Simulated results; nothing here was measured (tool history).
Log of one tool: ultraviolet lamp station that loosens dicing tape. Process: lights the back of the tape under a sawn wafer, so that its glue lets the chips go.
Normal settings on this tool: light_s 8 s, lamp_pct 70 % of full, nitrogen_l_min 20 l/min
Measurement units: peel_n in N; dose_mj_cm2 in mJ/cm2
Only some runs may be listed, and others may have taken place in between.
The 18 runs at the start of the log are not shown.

| run | day | light_s | lamp_pct | nitrogen_l_min | peel_n | dose_mj_cm2 |
|---|---|---|---|---|---|---|
| 19 | 52.933 | 8 | 70 | 20 | 1.189 | 289 |
|  | 53.925 | lamp changed |
| 20 | 55.142 | 8 | 70 | 25 | 0.246 | 501 |
| 21 | 58.988 | 8 | 70 | 20 | 0.32 | 487 |
| 22 | 60.992 | 8 | 70 | 20 | 0.331 | 471 |
| 23 | 63.658 | 6 | 93 | 17 | 0.39 | 462 |
| 24 | 66.158 | 5 | 89 | 23 | 0.684 | 360 |
| 25 | 67.821 | 12 | 64 | 20 | 0.165 | 614 |
| 26 | 71.554 | 4 | 97 | 11 | 1.509 | 297 |
| 27 | 73.95 | 8 | 97 | 18 | 0.196 | 587 |
|  | 77.408 | window cleaned of glue's vapour |
| 28 | 77.417 | 8 | 97 | 18 | 0.197 | 597 |
| 29 | 81.421 | 8 | 97 | 18 | 0.209 | 580 |
| 30 | 84.062 | 5 | 70 | 15 | 1.809 | 254 |
| 31 | 88.104 | 5 | 77 | 8 | 2.177 | 269 |
| 32 | 90.246 | 15 | 61 | 8 | 0.29 | 628 |
| 33 | 92.267 | 7 | 87 | 30 | 0.413 | 408 |
| 34 | 95.021 | 7 | 70 | 20 | 0.964 | 311 |
| 35 | 97.662 | 8 | 94 | 18 | 0.363 | 470 |
| 36 | 100.375 | 8 | 94 | 18 | 0.393 | 464 |
| 37 | 102 | 8 | 69 | 18 | 0.916 | 329 |
|  | 103.912 | window cleaned of glue's vapour |
| 38 | 105.246 | 4 | 73 | 18 | 2.848 | 175 |
| 39 | 107.638 | 5 | 70 | 10 | 2.931 | 206 |
| 40 | 110.1 | 9 | 62 | 7 | 1.746 | 317 |
| 41 | 113.117 | 7 | 73 | 13 | 1.602 | 285 |
| 42 | 115.604 | 8 | 68 | 20 | 1.165 | 291 |
| 43 | 118.771 | 9 | 71 | 34 | 0.672 | 330 |

Each row is a separate what-if for the run after 43, all from the same tool condition, not one after another. Results?
|  | 119.138 | lamp changed |
| A | 122.629 | 9 | 85 | 34 | ? | ? |
|  | 119.138 | lamp changed |
| B | 122.629 | 11 | 80 | 20 | ? | ? |
|  | 119.138 | lamp changed |
| C | 122.629 | 9 | 74 | 34 | ? | ? |
|  | 119.138 | lamp changed |
| D | 122.629 | 8 | 69 | 17 | ? | ? |

| run | peel_n | dose_mj_cm2 |
|---|---|---|
| A | 0.115 | 643 |
| B | 0.115 | 737 |
| C | 0.163 | 564 |
| D | 0.381 | 475 |
Without the tool's unlogged condition, the same runs would have read:
| run | peel_n | dose_mj_cm2 |
|---|---|---|
| A | 0.104 | 689 |
| B | 0.105 | 790 |
| C | 0.141 | 604 |
| D | 0.312 | 508 |
